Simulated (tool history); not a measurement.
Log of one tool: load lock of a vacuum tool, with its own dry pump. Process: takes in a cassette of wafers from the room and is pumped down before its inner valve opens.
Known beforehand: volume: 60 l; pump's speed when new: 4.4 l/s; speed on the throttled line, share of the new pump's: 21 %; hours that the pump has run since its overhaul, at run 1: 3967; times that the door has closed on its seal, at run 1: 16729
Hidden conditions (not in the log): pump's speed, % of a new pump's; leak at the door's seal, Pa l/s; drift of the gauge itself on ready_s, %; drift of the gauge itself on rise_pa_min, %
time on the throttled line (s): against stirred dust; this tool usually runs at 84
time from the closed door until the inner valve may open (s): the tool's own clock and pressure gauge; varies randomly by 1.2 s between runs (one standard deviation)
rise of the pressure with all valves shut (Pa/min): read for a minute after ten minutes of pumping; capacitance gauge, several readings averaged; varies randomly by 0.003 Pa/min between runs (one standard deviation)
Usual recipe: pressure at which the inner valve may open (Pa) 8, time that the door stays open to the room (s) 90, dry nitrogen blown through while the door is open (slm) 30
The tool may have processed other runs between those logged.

| run | hour | time on the throttled line (s) | pressure at which the inner valve may open (Pa) | time that the door stays open to the room (s) | dry nitrogen blown through while the door is open (slm) | hours that the pump has run since its overhaul | times that the door has closed on its seal | incoming humidity of the room's air, % | time from the closed door until the inner valve may open (s) | rise of the pressure with all valves shut (Pa/min) |
|---|---|---|---|---|---|---|---|---|---|---|
| 1 | 0.0 | 84 | 8 | 90 | 30 | 3967 | 16729 | 47.4 | 210.4 | 0.172 |
| 2 | 340.0 | 84 | 8 | 90 | 30 | 4307 | 17214 | 46.8 | 211.3 | 0.177 |
| 3 | 609.9 | 84 | 8 | 91 | 30 | 4577 | 17599 | 43.1 | 212.8 | 0.179 |
| 4 | 925.9 | 53 | 8 | 90 | 30 | 4893 | 18050 | 45.6 | 190.0 | 0.190 |
| 5 | 1104.0 | 84 | 8 | 90 | 30 | 5071 | 18304 | 44.5 | 211.1 | 0.186 |
| 6 | 1429.1 | 84 | 8 | 90 | 30 | 5396 | 18768 | 45.8 | 211.6 | 0.190 |
| 7 | 1783.0 | 84 | 8 | 33 | 6 | 5750 | 19272 | 48.2 | 216.0 | 0.197 |
| 8 | 1960.7 | 84 | 8 | 33 | 5 | 5927 | 19526 | 46.8 | 215.9 | 0.200 |
| 9 | 2227.6 | 90 | 8 | 38 | 5 | 6194 | 19907 | 44.6 | 220.7 | 0.204 |
| 10 | 2398.7 | 90 | 8 | 129 | 5 | 6365 | 20151 | 48.9 | 223.8 | 0.258 |

For some of the steps in time from the closed door until the inner valve may open (s) from one run to the next: how much would appear even if the tool had no hidden state, given the settings, what came in and random variation, and how much remains for the hidden state plus any gauge scatter that the measured result and the result without hidden state don't share?
Run 3 -> 4: time on the throttled line (s) 84 -> 53, time that the door stays open to the room (s) 91 -> 90. time from the closed door until the inner valve may open (s) -22.8: hidden state +1.8, all else -24.6.

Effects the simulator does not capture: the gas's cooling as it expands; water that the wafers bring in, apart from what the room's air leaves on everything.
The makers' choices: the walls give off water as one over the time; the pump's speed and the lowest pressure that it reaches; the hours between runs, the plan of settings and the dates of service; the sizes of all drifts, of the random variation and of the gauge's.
